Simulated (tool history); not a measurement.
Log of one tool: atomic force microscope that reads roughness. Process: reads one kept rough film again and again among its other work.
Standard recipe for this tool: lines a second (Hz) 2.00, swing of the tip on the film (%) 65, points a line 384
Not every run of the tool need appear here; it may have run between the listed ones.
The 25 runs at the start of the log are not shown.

run     day  lines a second (Hz)  swing of the tip on the film (%)  points a line  pictures with this tip  hours of work since the height scale was calibrated  roughness of the kept film (nm (root mean square))
 26  37.758                 0.98                                67            458                     135                                                 1003                                               0.915
 27  38.583                 0.59                                64            458                     174                                                 1016                                               0.906
     39.483  -- new tip fitted
 28  40.258                 2.00                                73            495                      36                                                 1043                                               0.891
 29  42.175                 2.00                                79            495                     127                                                 1074                                               0.849
 30  43.808                 2.00                                79            495                     205                                                 1101                                               0.823
     44.008  -- new tip fitted
 31  45.408                 2.00                                84            296                      67                                                 1127                                               0.825
 32  46.338                 3.17                                67            941                     111                                                 1142                                               0.873
 33  48.196                 1.59                                65            306                     199                                                 1172                                               0.878
     48.554  -- new tip fitted
 34  49.008                 3.75                                65            384                      21                                                 1185                                               0.876
 35  50.542                 2.72                                65            543                      94                                                 1210                                               0.886
 36  51.471                 0.53                                65            257                     138                                                 1225                                               0.913

Branching from run 36: 3 alternative next runs. What would each branch give?
  A  52.579                 0.92                                75            257                     190                                                 1243                                                   ?
  B  52.579                 0.99                                71            257                     190                                                 1243                                                   ?
  C  52.579                 0.61                                65            384                     190                                                 1243                                                   ?

run  roughness of the kept film (nm (root mean square))
  A                                               0.865
  B                                               0.875
  C                                               0.894
Stripped of hidden state, with their random variation kept, the same runs would have yielded:
run  roughness of the kept film (nm (root mean square))
  A                                               0.936
  B                                               0.948
  C                                               0.969
